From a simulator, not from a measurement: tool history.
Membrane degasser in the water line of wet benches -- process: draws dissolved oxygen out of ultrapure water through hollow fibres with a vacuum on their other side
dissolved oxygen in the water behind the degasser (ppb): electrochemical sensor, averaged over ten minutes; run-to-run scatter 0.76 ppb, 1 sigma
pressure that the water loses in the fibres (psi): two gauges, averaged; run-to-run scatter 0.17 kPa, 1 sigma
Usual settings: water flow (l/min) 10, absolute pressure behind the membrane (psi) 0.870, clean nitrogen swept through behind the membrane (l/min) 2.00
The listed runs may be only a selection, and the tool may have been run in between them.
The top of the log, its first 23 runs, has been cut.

| run | hour | water flow (l/min) | absolute pressure behind the membrane (psi) | clean nitrogen swept through behind the membrane (l/min) | dissolved oxygen in the water behind the degasser (ppb) | pressure that the water loses in the fibres (psi) |
|---|---|---|---|---|---|---|
| 24 | 1856.4 | 8 | 1.797 | 1.04 | 204.5 | 3.655 |
| 25 | 1913.1 | 8 | 1.797 | 1.04 | 204.3 | 3.671 |
| 26 | 1978.6 | 8 | 1.797 | 1.04 | 205.5 | 3.661 |
| 27 | 2068.3 | 8 | 1.797 | 1.04 | 205.4 | 3.677 |
| 28 | 2143.2 | 10 | 2.170 | 2.00 | 198.5 | 4.556 |
| 29 | 2193.7 | 12 | 1.002 | 0.93 | 188.9 | 5.448 |
| 30 | 2251.5 | 10 | 0.870 | 3.22 | 78.6 | 4.599 |
| 31 | 2353.0 | 6 | 0.818 | 1.00 | 55.9 | 2.798 |
| 32 | 2461.8 | 6 | 0.818 | 1.00 | 55.3 | 2.818 |
| 33 | 2545.8 | 11 | 1.027 | 2.00 | 124.0 | 5.065 |

Predict each of these 3 candidate next runs independently; none follows another, all start after run 33:
| A | 2658.7 | 11 | 0.775 | 3.88 | ? | ? |
| B | 2658.7 | 11 | 0.631 | 2.00 | ? | ? |
| C | 2658.7 | 11 | 1.027 | 1.53 | ? | ? |

| run | dissolved oxygen in the water behind the degasser (ppb) | pressure that the water loses in the fibres (psi) |
|---|---|---|
| A | 85.6 | 5.027 |
| B | 84.9 | 5.088 |
| C | 136.4 | 5.111 |
Had the tool no hidden state, the same runs would have come out as:
| run | dissolved oxygen in the water behind the degasser (ppb) | pressure that the water loses in the fibres (psi) |
|---|---|---|
| A | 58.9 | 4.574 |
| B | 58.6 | 4.635 |
| C | 108.7 | 4.659 |
